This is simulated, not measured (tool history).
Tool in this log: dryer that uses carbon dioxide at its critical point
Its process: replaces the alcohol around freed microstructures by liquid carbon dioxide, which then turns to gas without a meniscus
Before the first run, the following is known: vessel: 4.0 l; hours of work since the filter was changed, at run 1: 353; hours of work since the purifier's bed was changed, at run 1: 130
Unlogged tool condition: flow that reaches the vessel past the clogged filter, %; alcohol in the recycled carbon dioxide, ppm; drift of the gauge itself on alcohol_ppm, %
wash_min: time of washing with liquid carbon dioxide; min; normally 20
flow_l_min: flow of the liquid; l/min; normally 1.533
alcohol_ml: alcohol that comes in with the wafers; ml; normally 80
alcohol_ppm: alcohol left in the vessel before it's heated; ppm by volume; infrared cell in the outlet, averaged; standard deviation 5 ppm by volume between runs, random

run  hour  wash_min  flow_l_min  alcohol_ml  hours of work since the filter was changed  hours of work since the purifier's bed was changed  alcohol_ppm
  1   0.0        20       1.533          80                                         353                                                 130           66
  2   8.7        20       1.533          80                                         357                                                 134           75
  3  17.9        20       1.533          80                                         362                                                 138           75
  4  25.2        20       1.533          80                                         365                                                 142           77
  5  30.9        20       1.533          80                                         368                                                 145           76
  6  39.7        20       1.533          80                                         373                                                 149           76
  7  45.9        21       1.270          80                                         376                                                 153          135
  8  52.4        21       0.930          80                                         379                                                 156          488
  9  56.5        21       1.730          80                                         381                                                 158           47
 10  64.4        21       1.730          80                                         385                                                 162           45

4 ways to go on from here, each from the tool as it stands after run 10. What would each give?
  A  73.9        20       1.930          80                                         390                                                 167            ?
  B  73.9        15       1.533          56                                         390                                                 167            ?
  C  73.9        20       1.533          84                                         390                                                 167            ?
  D  73.9        15       1.200          80                                         390                                                 167            ?

run  alcohol_ppm
  A           34
  B          199
  C           75
  D          663
The same runs, with their run-to-run variation unchanged, on a tool lacking any hidden condition would have given:
run  alcohol_ppm
  A            9
  B          135
  C           34
  D          507
